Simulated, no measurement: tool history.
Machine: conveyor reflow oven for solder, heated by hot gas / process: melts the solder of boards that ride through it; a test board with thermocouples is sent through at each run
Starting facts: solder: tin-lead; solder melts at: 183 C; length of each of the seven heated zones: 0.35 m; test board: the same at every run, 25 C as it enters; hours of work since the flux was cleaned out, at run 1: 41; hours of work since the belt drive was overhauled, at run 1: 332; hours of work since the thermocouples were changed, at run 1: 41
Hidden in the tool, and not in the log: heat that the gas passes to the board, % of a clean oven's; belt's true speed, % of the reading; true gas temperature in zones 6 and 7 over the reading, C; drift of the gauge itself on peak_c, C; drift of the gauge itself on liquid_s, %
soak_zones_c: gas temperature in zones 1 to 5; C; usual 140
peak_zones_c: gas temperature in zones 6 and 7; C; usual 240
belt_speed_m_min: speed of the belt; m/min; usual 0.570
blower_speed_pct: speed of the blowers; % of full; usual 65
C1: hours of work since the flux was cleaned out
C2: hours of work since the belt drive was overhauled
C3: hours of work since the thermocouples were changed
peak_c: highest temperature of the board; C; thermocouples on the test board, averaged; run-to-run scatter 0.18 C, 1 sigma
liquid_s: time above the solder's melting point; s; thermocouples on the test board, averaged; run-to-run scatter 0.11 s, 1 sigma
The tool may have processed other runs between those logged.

run 1 day=0.000 | soak_zones_c=140 peak_zones_c=240 belt_speed_m_min=0.570 blower_speed_pct=65 | C1=41 C2=332 C3=41 | peak_c=225.6 liquid_s=61.9
run 2 day=0.354 | soak_zones_c=140 peak_zones_c=240 belt_speed_m_min=0.570 blower_speed_pct=65 | C1=47 C2=338 C3=47 | peak_c=226.0 liquid_s=61.9
run 3 day=0.892 | soak_zones_c=140 peak_zones_c=243 belt_speed_m_min=0.570 blower_speed_pct=65 | C1=57 C2=348 C3=57 | peak_c=228.6 liquid_s=63.3
run 4 day=1.404 | soak_zones_c=140 peak_zones_c=243 belt_speed_m_min=0.570 blower_speed_pct=65 | C1=66 C2=357 C3=66 | peak_c=228.6 liquid_s=63.1
run 5 day=1.683 | soak_zones_c=133 peak_zones_c=240 belt_speed_m_min=0.570 blower_speed_pct=65 | C1=71 C2=362 C3=71 | peak_c=224.5 liquid_s=59.2
run 6 day=2.108 | soak_zones_c=133 peak_zones_c=240 belt_speed_m_min=0.570 blower_speed_pct=65 | C1=79 C2=369 C3=79 | peak_c=224.7 liquid_s=59.3
run 7 day=2.608 | soak_zones_c=140 peak_zones_c=240 belt_speed_m_min=0.494 blower_speed_pct=65 | C1=87 C2=378 C3=87 | peak_c=229.8 liquid_s=74.3
run 8 day=2.879 | soak_zones_c=140 peak_zones_c=240 belt_speed_m_min=0.494 blower_speed_pct=65 | C1=92 C2=383 C3=92 | peak_c=229.8 liquid_s=74.2
run 9 day=3.492 | soak_zones_c=140 peak_zones_c=240 belt_speed_m_min=0.494 blower_speed_pct=65 | C1=103 C2=394 C3=103 | peak_c=229.6 liquid_s=74.2
run 10 day=4.129 | soak_zones_c=125 peak_zones_c=240 belt_speed_m_min=0.503 blower_speed_pct=79 | C1=114 C2=405 C3=114 | peak_c=229.3 liquid_s=68.2
run 11 day=4.762 | soak_zones_c=126 peak_zones_c=237 belt_speed_m_min=0.575 blower_speed_pct=76 | C1=126 C2=416 C3=126 | peak_c=222.5 liquid_s=55.5
run 12 day=5.046 | soak_zones_c=140 peak_zones_c=235 belt_speed_m_min=0.575 blower_speed_pct=81 | C1=131 C2=421 C3=131 | peak_c=223.1 liquid_s=60.0
run 13 day=5.433 | soak_zones_c=142 peak_zones_c=242 belt_speed_m_min=0.575 blower_speed_pct=81 | C1=137 C2=428 C3=137 | peak_c=230.0 liquid_s=64.3
run 14 day=5.871 | soak_zones_c=142 peak_zones_c=242 belt_speed_m_min=0.575 blower_speed_pct=81 | C1=145 C2=436 C3=145 | peak_c=229.9 liquid_s=64.2
run 15 day=6.275 | soak_zones_c=142 peak_zones_c=247 belt_speed_m_min=0.575 blower_speed_pct=77 | C1=152 C2=443 C3=152 | peak_c=233.7 liquid_s=66.2
run 16 day=6.567 | soak_zones_c=136 peak_zones_c=231 belt_speed_m_min=0.570 blower_speed_pct=65 | C1=158 C2=448 C3=158 | peak_c=217.4 liquid_s=55.1
run 17 day=6.888 | soak_zones_c=147 peak_zones_c=243 belt_speed_m_min=0.570 blower_speed_pct=75 | C1=163 C2=454 C3=163 | peak_c=231.0 liquid_s=67.0
run 18 day=7.150 | soak_zones_c=147 peak_zones_c=243 belt_speed_m_min=0.570 blower_speed_pct=75 | C1=168 C2=459 C3=168 | peak_c=231.2 liquid_s=66.8

5 options for the next run, each taken on its own from the tool as it stands now. Forecast them:
run A day=7.692 | soak_zones_c=133 peak_zones_c=240 belt_speed_m_min=0.662 blower_speed_pct=65 | C1=178 C2=468 C3=178 | peak_c=? liquid_s=?
run B day=7.692 | soak_zones_c=147 peak_zones_c=236 belt_speed_m_min=0.500 blower_speed_pct=75 | C1=178 C2=468 C3=178 | peak_c=? liquid_s=?
run C day=7.692 | soak_zones_c=141 peak_zones_c=243 belt_speed_m_min=0.570 blower_speed_pct=75 | C1=178 C2=468 C3=178 | peak_c=? liquid_s=?
run D day=7.692 | soak_zones_c=147 peak_zones_c=243 belt_speed_m_min=0.570 blower_speed_pct=81 | C1=178 C2=468 C3=178 | peak_c=? liquid_s=?
run E day=7.692 | soak_zones_c=140 peak_zones_c=240 belt_speed_m_min=0.631 blower_speed_pct=65 | C1=178 C2=468 C3=178 | peak_c=? liquid_s=?

run=A peak_c=219.6 liquid_s=47.3
run=B peak_c=227.6 liquid_s=74.9
run=C peak_c=230.5 liquid_s=64.7
run=D peak_c=231.6 liquid_s=67.1
run=E peak_c=223.0 liquid_s=53.8
Had the tool no hidden state, the same runs would have come out as:
run=A peak_c=219.6 liquid_s=47.4
run=B peak_c=227.7 liquid_s=74.9
run=C peak_c=230.5 liquid_s=64.7
run=D peak_c=231.7 liquid_s=67.1
run=E peak_c=223.0 liquid_s=53.8
